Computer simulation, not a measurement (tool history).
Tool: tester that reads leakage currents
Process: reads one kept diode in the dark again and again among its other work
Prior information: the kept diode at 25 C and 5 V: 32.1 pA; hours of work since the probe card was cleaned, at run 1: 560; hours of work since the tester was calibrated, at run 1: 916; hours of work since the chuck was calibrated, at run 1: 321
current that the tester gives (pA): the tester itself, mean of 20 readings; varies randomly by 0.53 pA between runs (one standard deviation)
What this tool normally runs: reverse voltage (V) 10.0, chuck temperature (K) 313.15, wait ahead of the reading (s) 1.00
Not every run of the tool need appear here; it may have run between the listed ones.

run      day  reverse voltage (V)  chuck temperature (K)  wait ahead of the reading (s)  hours of work since the probe card was cleaned  hours of work since the tester was calibrated  hours of work since the chuck was calibrated  current that the tester gives (pA)
  1    0.000                 10.0                 313.15                           1.00                                             560                                            916                                           321                              167.00
  2    4.679                 10.0                 313.15                           1.00                                             639                                            996                                           400                              164.28
  3    8.983                 10.0                 313.15                           1.00                                             712                                           1068                                           473                              163.22
  4   12.483                 10.0                 313.15                           1.29                                             771                                           1128                                           532                              160.83
  5   15.396                 10.0                 313.15                           7.74                                             820                                           1177                                           582                              157.57
  6   19.888                 10.0                 313.15                           7.74                                             896                                           1253                                           658                              155.74
  7   23.921                 10.0                 313.15                           7.74                                             965                                           1321                                           726                              153.76
  8   26.075                 10.0                 313.15                           1.00                                            1001                                           1358                                           763                              157.11
  9   30.558                 10.0                 313.15                           1.00                                            1077                                           1434                                           838                              153.69
 10   33.938                 10.0                 313.15                           1.00                                            1134                                           1491                                           896                              152.87
      35.579  -- chuck's temperature calibrated
 11   36.833                 10.0                 313.15                           1.00                                            1182                                           1539                                            21                              180.54
      37.388  -- probe card cleaned and baked
 12   39.325                 10.0                 313.15                           1.00                                              33                                           1579                                            61                              172.25
 13   41.867                 10.0                 313.15                           1.00                                              76                                           1622                                           104                              171.99
 14   44.258                 10.0                 313.15                           1.00                                             116                                           1662                                           145                              170.83
 15   48.904                 10.0                 313.15                           2.51                                             195                                           1741                                           223                              167.06
 16   53.529                 10.0                 313.15                           2.51                                             273                                           1819                                           302                              164.08
 17   55.646                  9.6                 297.15                           1.00                                             309                                           1855                                           338                               42.76
 18   59.208                 10.0                 296.15                           2.77                                             369                                           1915                                           398                               38.48
 19   61.271                 17.8                 296.15                           2.62                                             404                                           1950                                           433                               53.50
 20   64.596                 16.5                 296.15                           2.75                                             461                                           2007                                           489                               51.18
 21   67.046                  5.0                 310.15                           5.00                                             502                                           2048                                           531                               85.55
 22   70.871                  5.0                 310.15                           5.00                                             567                                           2113                                           595                               84.83
 23   75.200                  7.8                 313.15                           3.37                                             640                                           2186                                           669                              136.72
      76.483  -- tester calibrated
 24   78.196                 10.0                 298.15                           0.54                                             690                                             29                                           718                               49.64
 25   81.704                  2.7                 296.15                           1.00                                             749                                             88                                           778                               18.43
 26   85.700                 10.0                 313.15                           1.67                                             817                                            156                                           845                              154.82
 27   89.075                  3.6                 297.15                           1.00                                             874                                            213                                           902                               23.48
      90.375  -- chuck's temperature calibrated
 28   92.742                  3.6                 297.15                           1.00                                             934                                            274                                            40                               27.46
 29   96.200                 10.2                 331.15                           3.12                                             993                                            333                                            99                              711.81
 30  100.250                 10.2                 298.15                           3.12                                            1062                                            401                                           167                               52.16
 31  103.975                  1.6                 310.15                           1.00                                            1125                                            464                                           230                               50.34

Alternative continuations, all from the tool just after run 31; predict every row:
  A  107.117                  3.1                 301.15                           0.31                                            1178                                            517                                           283                                   ?
  B  107.117                  6.9                 313.15                           1.00                                            1178                                            517                                           283                                   ?
  C  107.117                 10.0                 318.15                           3.23                                            1178                                            517                                           283                                   ?
  D  107.117                  1.6                 298.15                           1.00                                            1178                                            517                                           283                                   ?
  E  107.117                  1.6                 295.15                           3.61                                            1178                                            517                                           283                                   ?

run  current that the tester gives (pA)
  A                               35.50
  B                              140.86
  C                              252.65
  D                               18.18
  E                               13.75
Take away the tool's hidden state, keep each run's random variation, and the runs would have read:
run  current that the tester gives (pA)
  A                               35.39
  B                              144.13
  C                              259.96
  D                               18.18
  E                               13.51
